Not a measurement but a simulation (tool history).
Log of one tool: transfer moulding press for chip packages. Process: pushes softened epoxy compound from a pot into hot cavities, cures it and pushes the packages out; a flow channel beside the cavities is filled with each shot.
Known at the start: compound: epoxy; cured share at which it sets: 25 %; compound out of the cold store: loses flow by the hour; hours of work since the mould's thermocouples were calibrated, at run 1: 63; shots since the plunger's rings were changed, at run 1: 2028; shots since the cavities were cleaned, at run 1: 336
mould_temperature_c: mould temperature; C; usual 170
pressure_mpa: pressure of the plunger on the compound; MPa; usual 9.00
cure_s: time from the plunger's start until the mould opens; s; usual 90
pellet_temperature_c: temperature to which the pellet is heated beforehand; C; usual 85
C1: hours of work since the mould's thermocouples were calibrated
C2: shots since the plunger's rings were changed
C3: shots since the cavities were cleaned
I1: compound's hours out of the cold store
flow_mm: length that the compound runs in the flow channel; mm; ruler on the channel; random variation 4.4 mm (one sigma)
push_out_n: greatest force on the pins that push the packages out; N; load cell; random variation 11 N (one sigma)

Run 1, hour 0.0: usual settings; C1 63; C2 2028; C3 336; I1 8.2. Result: flow_mm 925 mm, push_out_n 916 N.
Run 2, hour 9.2: usual settings; C1 67; C2 2110; C3 418; I1 24.1. Result: flow_mm 836 mm, push_out_n 910 N.
Run 3, hour 15.2: usual settings; C1 70; C2 2164; C3 472; I1 11.1. Result: flow_mm 909 mm, push_out_n 979 N.
At hour 24.7: cavities cleaned with cleaning compound and waxed.
Run 4, hour 24.7: usual settings; C1 74; C2 2237; C3 0; I1 11.4. Result: flow_mm 898 mm, push_out_n 595 N.
Run 5, hour 38.5: usual settings but pellet_temperature_c 76 C; C1 81; C2 2360; C3 123; I1 24.7. Result: flow_mm 818 mm, push_out_n 731 N.
Run 6, hour 47.7: usual settings; C1 85; C2 2443; C3 206; I1 29.3. Result: flow_mm 809 mm, push_out_n 776 N.
Run 7, hour 58.9: usual settings; C1 91; C2 2543; C3 306; I1 40.0. Result: flow_mm 746 mm, push_out_n 785 N.
Run 8, hour 73.2: usual settings but mould_temperature_c 168 C; C1 97; C2 2671; C3 434; I1 46.6. Result: flow_mm 719 mm, push_out_n 966 N.
Run 9, hour 83.7: usual settings; C1 102; C2 2765; C3 528; I1 34.8. Result: flow_mm 774 mm, push_out_n 899 N.
At hour 86.9: mould's thermocouples calibrated.
At hour 89.0: cavities cleaned with cleaning compound and waxed.
Run 10, hour 94.0: usual settings but cure_s 91 s; C1 3; C2 2826; C3 44; I1 28.6. Result: flow_mm 794 mm, push_out_n 593 N.
Run 11, hour 103.4: usual settings but cure_s 91 s; C1 7; C2 2911; C3 129; I1 44.2. Result: flow_mm 721 mm, push_out_n 635 N.
At hour 117.0: mould's thermocouples calibrated, once more.
Run 12, hour 117.4: usual settings but cure_s 95 s; C1 0; C2 3018; C3 236; I1 11.8. Result: flow_mm 894 mm, push_out_n 763 N.
Run 13, hour 127.1: usual settings but cure_s 95 s; C1 5; C2 3105; C3 323; I1 9.9. Result: flow_mm 898 mm, push_out_n 811 N.
Run 14, hour 139.9: usual settings but cure_s 95 s; C1 11; C2 3220; C3 438; I1 32.6. Result: flow_mm 780 mm, push_out_n 795 N.
At hour 153.7: cavities cleaned with cleaning compound and waxed.
Run 15, hour 154.4: usual settings but mould_temperature_c 165 C, pressure_mpa 8.24 MPa; C1 17; C2 3337; C3 6; I1 45.8. Result: flow_mm 695 mm, push_out_n 772 N.
Run 16, hour 165.6: usual settings but mould_temperature_c 178 C, pressure_mpa 8.84 MPa, cure_s 107 s, pellet_temperature_c 82 C; C1 23; C2 3437; C3 106; I1 40.2. Result: flow_mm 711 mm, push_out_n 356 N.
Run 17, hour 174.2: usual settings but mould_temperature_c 178 C, pressure_mpa 8.84 MPa, cure_s 107 s, pellet_temperature_c 82 C; C1 27; C2 3514; C3 183; I1 23.8. Result: flow_mm 794 mm, push_out_n 389 N.
Run 18, hour 186.8: usual settings but mould_temperature_c 178 C, pressure_mpa 8.84 MPa, cure_s 107 s, pellet_temperature_c 82 C; C1 33; C2 3627; C3 296; I1 35.2. Result: flow_mm 736 mm, push_out_n 447 N.
At hour 199.3: plunger's sealing rings changed.
Run 19, hour 199.3: usual settings but mould_temperature_c 178 C, pressure_mpa 8.84 MPa, cure_s 107 s, pellet_temperature_c 82 C; C1 38; C2 0; C3 386; I1 38.7. Result: flow_mm 767 mm, push_out_n 483 N.
Run 20, hour 209.7: usual settings but mould_temperature_c 178 C, pressure_mpa 8.84 MPa, cure_s 107 s, pellet_temperature_c 82 C; C1 43; C2 94; C3 480; I1 22.7. Result: flow_mm 841 mm, push_out_n 483 N.
At hour 218.5: cavities cleaned with cleaning compound and waxed.
Run 21, hour 225.1: usual settings but mould_temperature_c 177 C, pressure_mpa 10.75 MPa; C1 49; C2 218; C3 59; I1 18.2. Result: flow_mm 952 mm, push_out_n 391 N.
Run 22, hour 233.3: usual settings but mould_temperature_c 176 C, pressure_mpa 6.94 MPa, cure_s 92 s; C1 53; C2 292; C3 133; I1 27.8. Result: flow_mm 728 mm, push_out_n 468 N.
Run 23, hour 243.8: usual settings but cure_s 124 s; C1 58; C2 386; C3 227; I1 44.9. Result: flow_mm 759 mm, push_out_n 447 N.
Run 24, hour 254.4: usual settings but mould_temperature_c 177 C, pressure_mpa 9.74 MPa, pellet_temperature_c 83 C; C1 64; C2 481; C3 322; I1 32.7. Result: flow_mm 829 mm, push_out_n 536 N.
Run 25, hour 263.3: usual settings but mould_temperature_c 175 C, pressure_mpa 7.41 MPa, cure_s 117 s, pellet_temperature_c 92 C; C1 68; C2 561; C3 402; I1 32.6. Result: flow_mm 725 mm, push_out_n 477 N.
Run 26, hour 277.7: usual settings but mould_temperature_c 166 C, pressure_mpa 9.26 MPa; C1 75; C2 690; C3 531; I1 46.7. Result: flow_mm 762 mm, push_out_n 1192 N.
At hour 281.4: cavities cleaned with cleaning compound and waxed.
Run 27, hour 290.6: usual settings but mould_temperature_c 173 C, pressure_mpa 7.34 MPa, cure_s 73 s, pellet_temperature_c 78 C; C1 80; C2 792; C3 83; I1 38.8. Result: flow_mm 697 mm, push_out_n 945 N.

Forecast each of these 4 alternatives for the next run:
Run A, hour 303.9: usual settings but mould_temperature_c 172 C, pellet_temperature_c 79 C; C1 87; C2 911; C3 202; I1 21.0. Result: flow_mm ?, push_out_n ?.
Run B, hour 303.9: usual settings but pressure_mpa 7.31 MPa, cure_s 78 s; C1 87; C2 911; C3 202; I1 45.2. Result: flow_mm ?, push_out_n ?.
Run C, hour 303.9: usual settings but mould_temperature_c 173 C, pressure_mpa 7.34 MPa, cure_s 102 s, pellet_temperature_c 78 C; C1 87; C2 911; C3 202; I1 43.3. Result: flow_mm ?, push_out_n ?.
Run D, hour 303.9: usual settings but mould_temperature_c 164 C, pellet_temperature_c 79 C; C1 87; C2 911; C3 202; I1 18.8. Result: flow_mm ?, push_out_n ?.

run  flow_mm  push_out_n
  A      867         690
  B      682        1082
  C      682         516
  D      909        1319
Without the tool's hidden state the same runs would have given:
run  flow_mm  push_out_n
  A      879         463
  B      692         727
  C      692         355
  D      921         889
